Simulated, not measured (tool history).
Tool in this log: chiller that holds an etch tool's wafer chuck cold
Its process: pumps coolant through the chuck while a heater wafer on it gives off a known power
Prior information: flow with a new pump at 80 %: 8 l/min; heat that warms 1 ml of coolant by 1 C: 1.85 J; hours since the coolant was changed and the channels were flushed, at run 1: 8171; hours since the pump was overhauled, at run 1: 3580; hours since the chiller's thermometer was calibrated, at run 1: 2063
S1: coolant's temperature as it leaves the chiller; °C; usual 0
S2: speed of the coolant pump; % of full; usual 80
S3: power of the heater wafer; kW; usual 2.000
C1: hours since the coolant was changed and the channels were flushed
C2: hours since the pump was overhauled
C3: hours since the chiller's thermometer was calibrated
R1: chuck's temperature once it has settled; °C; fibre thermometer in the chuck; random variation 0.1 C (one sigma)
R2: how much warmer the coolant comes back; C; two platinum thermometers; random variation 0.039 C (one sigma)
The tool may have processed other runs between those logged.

Run 1, hour 0.0: usual settings; C1 8171; C2 3580; C3 2063. Result: R1 29.9 °C, R2 8.56 C.
At hour 51.4: coolant changed, channels flushed.
Run 2, hour 64.6: usual settings but S2 61 % of full; C1 13; C2 3639; C3 2122. Result: R1 33.7 °C, R2 11.36 C.
Run 3, hour 142.8: usual settings but S2 61 % of full; C1 91; C2 3717; C3 2200. Result: R1 34.0 °C, R2 11.36 C.
Run 4, hour 229.7: usual settings but S2 61 % of full; C1 178; C2 3804; C3 2287. Result: R1 33.9 °C, R2 11.35 C.
Run 5, hour 310.9: usual settings but S1 5 °C; C1 259; C2 3885; C3 2368. Result: R1 31.5 °C, R2 8.59 C.
Run 6, hour 363.8: usual settings but S1 5 °C; C1 312; C2 3938; C3 2421. Result: R1 31.4 °C, R2 8.60 C.
Run 7, hour 446.9: usual settings but S1 5 °C; C1 395; C2 4021; C3 2504. Result: R1 31.5 °C, R2 8.57 C.
Run 8, hour 516.5: usual settings; C1 465; C2 4091; C3 2574. Result: R1 26.6 °C, R2 8.58 C.
Run 9, hour 594.6: usual settings; C1 543; C2 4169; C3 2652. Result: R1 26.7 °C, R2 8.61 C.
Run 10, hour 648.4: usual settings; C1 597; C2 4222; C3 2706. Result: R1 26.7 °C, R2 8.61 C.
Run 11, hour 690.3: usual settings; C1 639; C2 4264; C3 2748. Result: R1 26.8 °C, R2 8.63 C.
Run 12, hour 766.6: usual settings but S2 88 % of full; C1 715; C2 4341; C3 2824. Result: R1 24.5 °C, R2 7.79 C.
Run 13, hour 865.1: usual settings; C1 814; C2 4439; C3 2922. Result: R1 26.7 °C, R2 8.69 C.
Run 14, hour 938.0: usual settings but S2 95 % of full; C1 887; C2 4512; C3 2995. Result: R1 22.8 °C, R2 7.22 C.
Run 15, hour 999.4: usual settings but S1 -4 °C; C1 948; C2 4573; C3 3057. Result: R1 22.8 °C, R2 8.64 C.
Run 16, hour 1086.8: usual settings but S3 1.947 kW; C1 1035; C2 4661; C3 3144. Result: R1 26.1 °C, R2 8.38 C.
Run 17, hour 1164.0: usual settings but S1 -2 °C; C1 1113; C2 4738; C3 3221. Result: R1 24.9 °C, R2 8.65 C.

Run 18 is up next; what results do you expect?
Run 18, hour 1237.0: usual settings but S1 5 °C, S2 66 % of full, S3 2.591 kW; C1 1186; C2 4811; C3 3294. Result: R1 ?, R2 ?.

R1: 47.1 °C
R2: 13.74 C
On a tool with no hidden condition, and with the same random variation, this run would have come out at R1 44.1 °C, R2 12.84 C.

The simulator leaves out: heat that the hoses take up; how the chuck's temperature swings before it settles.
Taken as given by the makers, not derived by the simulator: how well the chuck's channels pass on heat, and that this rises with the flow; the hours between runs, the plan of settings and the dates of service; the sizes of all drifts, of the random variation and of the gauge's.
